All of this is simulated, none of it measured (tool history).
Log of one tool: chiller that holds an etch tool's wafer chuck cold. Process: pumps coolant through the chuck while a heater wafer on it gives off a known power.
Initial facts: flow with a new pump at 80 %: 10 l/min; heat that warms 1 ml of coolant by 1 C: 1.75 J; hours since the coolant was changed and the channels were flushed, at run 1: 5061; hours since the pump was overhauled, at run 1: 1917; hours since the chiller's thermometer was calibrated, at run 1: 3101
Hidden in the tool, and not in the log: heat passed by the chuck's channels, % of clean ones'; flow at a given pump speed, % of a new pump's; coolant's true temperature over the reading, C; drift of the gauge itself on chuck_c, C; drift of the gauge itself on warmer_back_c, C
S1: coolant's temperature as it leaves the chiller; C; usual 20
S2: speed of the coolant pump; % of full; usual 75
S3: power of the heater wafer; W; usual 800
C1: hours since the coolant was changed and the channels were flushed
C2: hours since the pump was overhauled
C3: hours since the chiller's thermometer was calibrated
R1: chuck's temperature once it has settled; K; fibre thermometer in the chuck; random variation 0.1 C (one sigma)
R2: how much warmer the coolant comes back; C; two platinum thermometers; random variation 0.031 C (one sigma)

| run | hour | S1 | S2 | S3 | C1 | C2 | C3 | R1 | R2 |
|---|---|---|---|---|---|---|---|---|---|
| 1 | 0.0 | 20 | 75 | 800 | 5061 | 1917 | 3101 | 299.55 | 2.95 |
| 2 | 143.0 | 20 | 75 | 800 | 5204 | 2060 | 3244 | 299.65 | 2.91 |
| 3 | 254.5 | 20 | 75 | 800 | 5315 | 2171 | 3355 | 299.65 | 2.88 |
| 4 | 355.8 | 20 | 75 | 800 | 5417 | 2272 | 3457 | 299.55 | 2.89 |
| 5 | 505.7 | 20 | 75 | 800 | 5566 | 2422 | 3607 | 299.35 | 2.90 |
| 6 | 584.4 | 20 | 75 | 800 | 5645 | 2501 | 3685 | 299.65 | 2.99 |
| 7 | 705.3 | 20 | 75 | 800 | 5766 | 2622 | 3806 | 299.65 | 2.99 |
| 8 | 881.6 | 29 | 75 | 800 | 5942 | 2798 | 3983 | 308.75 | 2.98 |
| 9 | 1027.6 | 10 | 75 | 800 | 6088 | 2944 | 4129 | 289.65 | 2.90 |
| 10 | 1171.8 | 20 | 75 | 426 | 6233 | 3088 | 4273 | 296.55 | 1.50 |
| 11 | 1321.0 | 20 | 75 | 426 | 6382 | 3238 | 4422 | 296.55 | 1.57 |
| 12 | 1429.2 | 10 | 75 | 800 | 6490 | 3346 | 4530 | 289.75 | 2.91 |
| 13 | 1611.4 | 12 | 75 | 800 | 6672 | 3528 | 4712 | 291.55 | 2.91 |
| 14 | 1768.6 | 12 | 75 | 800 | 6829 | 3685 | 4870 | 291.55 | 2.99 |
|  | 1812.5 | chiller's thermometer calibrated |
| 15 | 1857.6 | 12 | 75 | 800 | 6917 | 3773 | 45 | 291.65 | 2.90 |
| 16 | 2017.2 | 20 | 86 | 800 | 7077 | 3933 | 205 | 299.05 | 2.54 |
| 17 | 2121.4 | 14 | 87 | 918 | 7181 | 4037 | 309 | 293.85 | 2.93 |
| 18 | 2283.1 | 14 | 87 | 918 | 7343 | 4199 | 471 | 293.85 | 2.90 |
| 19 | 2424.7 | 14 | 87 | 918 | 7484 | 4340 | 612 | 293.95 | 2.92 |
| 20 | 2520.4 | 22 | 83 | 1182 | 7580 | 4436 | 708 | 304.15 | 3.96 |
| 21 | 2668.3 | 23 | 70 | 1182 | 7728 | 4584 | 856 | 306.15 | 4.61 |
|  | 2821.2 | coolant changed, channels flushed |
| 22 | 2851.0 | 13 | 62 | 1171 | 30 | 4761 | 1033 | 296.75 | 5.19 |
| 23 | 2984.7 | 13 | 62 | 1171 | 163 | 4894 | 1166 | 297.25 | 5.18 |
| 24 | 3134.8 | 20 | 75 | 556 | 314 | 5044 | 1316 | 297.55 | 2.08 |
| 25 | 3302.4 | 20 | 75 | 556 | 481 | 5212 | 1484 | 297.55 | 1.95 |
| 26 | 3433.3 | 14 | 64 | 679 | 612 | 5343 | 1615 | 293.25 | 2.94 |
| 27 | 3516.6 | 20 | 64 | 800 | 695 | 5426 | 1698 | 300.35 | 3.40 |
| 28 | 3596.6 | 20 | 77 | 1192 | 775 | 5506 | 1778 | 302.55 | 4.26 |
| 29 | 3731.9 | 20 | 67 | 847 | 911 | 5641 | 1913 | 300.65 | 3.48 |
| 30 | 3886.0 | 20 | 67 | 847 | 1065 | 5796 | 2068 | 300.55 | 3.47 |
| 31 | 4011.6 | 22 | 88 | 692 | 1190 | 5921 | 2193 | 300.05 | 2.12 |

How the hidden state differs across the entries between the runs, from the last listed run before each to the first after it:
Between runs 14 and 15: chiller's thermometer calibrated (hour 1812.5)
  both runs share identical hidden conditions
Between runs 21 and 22: coolant changed, channels flushed (hour 2821.2)
  heat passed by the chuck's channels, % of clean ones': 99.7 -> 100

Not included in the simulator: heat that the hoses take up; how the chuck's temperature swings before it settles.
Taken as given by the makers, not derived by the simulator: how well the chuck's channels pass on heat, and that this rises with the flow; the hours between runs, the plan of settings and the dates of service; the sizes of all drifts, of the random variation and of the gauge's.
